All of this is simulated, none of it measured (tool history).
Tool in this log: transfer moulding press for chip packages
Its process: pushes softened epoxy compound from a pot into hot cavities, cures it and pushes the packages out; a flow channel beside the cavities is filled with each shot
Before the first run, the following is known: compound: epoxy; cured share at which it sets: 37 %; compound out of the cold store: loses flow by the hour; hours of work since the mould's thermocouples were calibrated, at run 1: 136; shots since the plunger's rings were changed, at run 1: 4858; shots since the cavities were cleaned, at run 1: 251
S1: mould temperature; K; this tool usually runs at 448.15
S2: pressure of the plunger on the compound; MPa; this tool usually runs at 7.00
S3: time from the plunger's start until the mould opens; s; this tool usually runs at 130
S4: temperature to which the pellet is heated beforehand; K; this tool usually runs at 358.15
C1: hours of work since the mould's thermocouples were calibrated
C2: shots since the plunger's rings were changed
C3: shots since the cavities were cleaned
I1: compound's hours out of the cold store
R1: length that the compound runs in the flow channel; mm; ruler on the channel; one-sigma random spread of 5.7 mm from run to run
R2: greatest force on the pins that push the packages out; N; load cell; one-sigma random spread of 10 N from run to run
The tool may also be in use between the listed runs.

| run | hour | S1 | S2 | S3 | S4 | C1 | C2 | C3 | I1 | R1 | R2 |
|---|---|---|---|---|---|---|---|---|---|---|---|
| 1 | 0.0 | 448.15 | 7.00 | 130 | 358.15 | 136 | 4858 | 251 | 40.5 | 703 | 588 |
|  | 34.1 | cavities cleaned with cleaning compound and waxed |
| 2 | 44.9 | 442.15 | 7.00 | 130 | 358.15 | 159 | 5188 | 83 | 27.2 | 747 | 757 |
| 3 | 67.0 | 442.15 | 7.00 | 130 | 358.15 | 170 | 5356 | 251 | 35.7 | 723 | 850 |
|  | 99.6 | cavities cleaned with cleaning compound and waxed |
| 4 | 101.8 | 442.15 | 7.00 | 130 | 358.15 | 188 | 5609 | 16 | 10.4 | 774 | 739 |
| 5 | 128.1 | 442.15 | 8.76 | 130 | 358.15 | 202 | 5810 | 217 | 46.0 | 783 | 802 |
|  | 165.0 | cavities cleaned with cleaning compound and waxed |
| 6 | 169.6 | 442.15 | 8.76 | 130 | 358.15 | 223 | 6114 | 36 | 28.3 | 801 | 701 |
|  | 200.8 | plunger's sealing rings changed |
| 7 | 202.7 | 442.15 | 8.76 | 130 | 358.15 | 239 | 14 | 268 | 19.2 | 916 | 897 |
|  | 233.6 | cavities cleaned with cleaning compound and waxed |
| 8 | 243.3 | 448.15 | 6.70 | 130 | 358.15 | 260 | 312 | 74 | 14.7 | 795 | 511 |
| 9 | 282.5 | 448.15 | 6.70 | 130 | 358.15 | 281 | 610 | 372 | 41.5 | 733 | 635 |
|  | 300.9 | cavities cleaned with cleaning compound and waxed |
| 10 | 302.0 | 448.15 | 6.70 | 130 | 358.15 | 290 | 747 | 8 | 25.3 | 763 | 497 |
| 11 | 327.2 | 448.15 | 6.70 | 130 | 358.15 | 304 | 939 | 200 | 30.5 | 746 | 568 |
| 12 | 362.4 | 448.15 | 6.70 | 130 | 358.15 | 322 | 1206 | 467 | 22.2 | 767 | 670 |
|  | 366.8 | cavities cleaned with cleaning compound and waxed |
| 13 | 392.0 | 448.15 | 6.70 | 130 | 358.15 | 337 | 1420 | 191 | 40.2 | 714 | 586 |
|  | 432.6 | cavities cleaned with cleaning compound and waxed |
| 14 | 436.3 | 448.15 | 6.70 | 130 | 358.15 | 360 | 1745 | 28 | 10.5 | 771 | 493 |
| 15 | 477.3 | 448.15 | 7.01 | 155 | 349.15 | 382 | 2058 | 341 | 8.3 | 795 | 558 |
|  | 481.7 | mould's thermocouples calibrated |
|  | 502.5 | cavities cleaned with cleaning compound and waxed |
| 16 | 520.9 | 440.15 | 7.00 | 116 | 352.15 | 20 | 2362 | 140 | 30.4 | 784 | 1282 |
| 17 | 541.7 | 452.15 | 5.80 | 130 | 364.15 | 31 | 2520 | 298 | 29.9 | 663 | 548 |
|  | 568.7 | cavities cleaned with cleaning compound and waxed |
| 18 | 585.3 | 452.15 | 5.78 | 130 | 358.15 | 53 | 2841 | 127 | 18.4 | 679 | 465 |
| 19 | 616.4 | 450.15 | 5.78 | 130 | 362.15 | 70 | 3078 | 364 | 24.6 | 678 | 574 |
|  | 636.2 | cavities cleaned with cleaning compound and waxed |
| 20 | 648.3 | 450.15 | 5.78 | 130 | 362.15 | 86 | 3308 | 91 | 9.9 | 698 | 494 |
| 21 | 668.0 | 447.15 | 6.25 | 130 | 356.15 | 96 | 3458 | 241 | 9.8 | 742 | 675 |
|  | 685.6 | mould's thermocouples calibrated, once more |
|  | 704.6 | cavities cleaned with cleaning compound and waxed |
| 22 | 707.1 | 452.15 | 7.06 | 113 | 348.15 | 11 | 3730 | 20 | 46.0 | 696 | 455 |
| 23 | 725.1 | 452.15 | 7.06 | 113 | 348.15 | 20 | 3866 | 156 | 20.3 | 741 | 580 |
| 24 | 750.6 | 452.15 | 7.06 | 113 | 348.15 | 34 | 4060 | 350 | 37.6 | 697 | 620 |
|  | 770.0 | cavities cleaned with cleaning compound and waxed |
| 25 | 777.9 | 452.15 | 7.06 | 113 | 348.15 | 47 | 4257 | 61 | 27.7 | 711 | 530 |
| 26 | 807.3 | 452.15 | 7.06 | 113 | 348.15 | 63 | 4480 | 284 | 33.4 | 714 | 626 |
|  | 837.6 | cavities cleaned with cleaning compound and waxed |
| 27 | 844.8 | 446.15 | 7.06 | 113 | 348.15 | 82 | 4754 | 55 | 15.8 | 748 | 805 |
| 28 | 887.0 | 453.15 | 5.42 | 130 | 358.15 | 104 | 5075 | 376 | 17.0 | 645 | 542 |

Forecast each of these 3 alternatives for the next run:
|  | 906.3 | cavities cleaned with cleaning compound and waxed |
| A | 926.1 | 453.15 | 5.42 | 130 | 356.15 | 124 | 5361 | 151 | 8.9 | ? | ? |
|  | 906.3 | cavities cleaned with cleaning compound and waxed |
| B | 926.1 | 452.15 | 8.01 | 130 | 358.15 | 124 | 5361 | 151 | 32.6 | ? | ? |
|  | 906.3 | cavities cleaned with cleaning compound and waxed |
| C | 926.1 | 450.15 | 5.31 | 130 | 358.15 | 124 | 5361 | 151 | 14.8 | ? | ? |

| run | R1 | R2 |
|---|---|---|
| A | 639 | 494 |
| B | 734 | 494 |
| C | 637 | 528 |
Stripped of hidden state, with their random variation kept, the same runs would have yielded:
| run | R1 | R2 |
|---|---|---|
| A | 698 | 405 |
| B | 802 | 405 |
| C | 696 | 431 |

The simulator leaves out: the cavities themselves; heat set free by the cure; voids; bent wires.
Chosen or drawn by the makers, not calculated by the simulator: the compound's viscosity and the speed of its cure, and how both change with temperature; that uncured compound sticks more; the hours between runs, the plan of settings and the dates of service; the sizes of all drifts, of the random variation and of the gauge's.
